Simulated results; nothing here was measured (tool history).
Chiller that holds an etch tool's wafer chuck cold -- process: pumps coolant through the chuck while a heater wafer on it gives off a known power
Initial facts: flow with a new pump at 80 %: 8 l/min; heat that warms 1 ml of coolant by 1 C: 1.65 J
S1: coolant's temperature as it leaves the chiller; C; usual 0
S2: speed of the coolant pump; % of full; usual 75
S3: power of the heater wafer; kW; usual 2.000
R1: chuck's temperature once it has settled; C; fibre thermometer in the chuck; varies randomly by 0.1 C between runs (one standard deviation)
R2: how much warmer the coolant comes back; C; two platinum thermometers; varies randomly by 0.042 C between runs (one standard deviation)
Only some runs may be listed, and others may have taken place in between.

run 1 day=0.000 | S1=0 S2=75 S3=2.000 | R1=28.2 R2=10.03
-- day=4.179 coolant changed, channels flushed
run 2 day=6.908 | S1=0 S2=75 S3=2.000 | R1=23.9 R2=10.04
run 3 day=10.900 | S1=0 S2=75 S3=2.000 | R1=24.0 R2=9.99
run 4 day=16.492 | S1=0 S2=75 S3=2.000 | R1=24.3 R2=10.03
run 5 day=24.225 | S1=0 S2=75 S3=2.000 | R1=24.3 R2=10.07
-- day=26.683 chiller's thermometer calibrated
run 6 day=28.096 | S1=3 S2=75 S3=2.000 | R1=27.3 R2=9.98
run 7 day=36.925 | S1=3 S2=75 S3=2.000 | R1=27.1 R2=10.07
run 8 day=41.021 | S1=0 S2=79 S3=2.000 | R1=23.6 R2=9.53
-- day=45.404 chiller's thermometer calibrated, once more
run 9 day=46.371 | S1=0 S2=79 S3=2.000 | R1=24.2 R2=9.58
run 10 day=51.417 | S1=9 S2=75 S3=2.000 | R1=33.8 R2=10.17
run 11 day=56.854 | S1=0 S2=75 S3=2.721 | R1=33.9 R2=13.69
run 12 day=65.571 | S1=5 S2=74 S3=2.000 | R1=30.3 R2=10.23
run 13 day=70.708 | S1=-9 S2=85 S3=2.045 | R1=14.7 R2=9.09
run 14 day=79.396 | S1=0 S2=95 S3=2.000 | R1=22.1 R2=7.94
run 15 day=85.404 | S1=0 S2=95 S3=2.000 | R1=22.0 R2=7.95
run 16 day=93.350 | S1=-8 S2=67 S3=1.922 | R1=18.2 R2=11.02
run 17 day=100.138 | S1=8 S2=87 S3=1.922 | R1=30.5 R2=8.41
run 18 day=108.983 | S1=8 S2=77 S3=1.825 | R1=30.9 R2=9.08

Predict each of these 3 candidate next runs independently; none follows another, all start after run 18:
run A day=115.992 | S1=4 S2=61 S3=1.288 | R1=? R2=?
run B day=115.992 | S1=-4 S2=75 S3=2.000 | R1=? R2=?
run C day=115.992 | S1=4 S2=82 S3=1.825 | R1=? R2=?

run=A R1=22.8 R2=8.21
run=B R1=21.9 R2=10.19
run=C R1=26.3 R2=8.49
Without the tool's hidden state the same runs would have given:
run=A R1=21.2 R2=7.79
run=B R1=19.6 R2=9.66
run=C R1=24.4 R2=8.04

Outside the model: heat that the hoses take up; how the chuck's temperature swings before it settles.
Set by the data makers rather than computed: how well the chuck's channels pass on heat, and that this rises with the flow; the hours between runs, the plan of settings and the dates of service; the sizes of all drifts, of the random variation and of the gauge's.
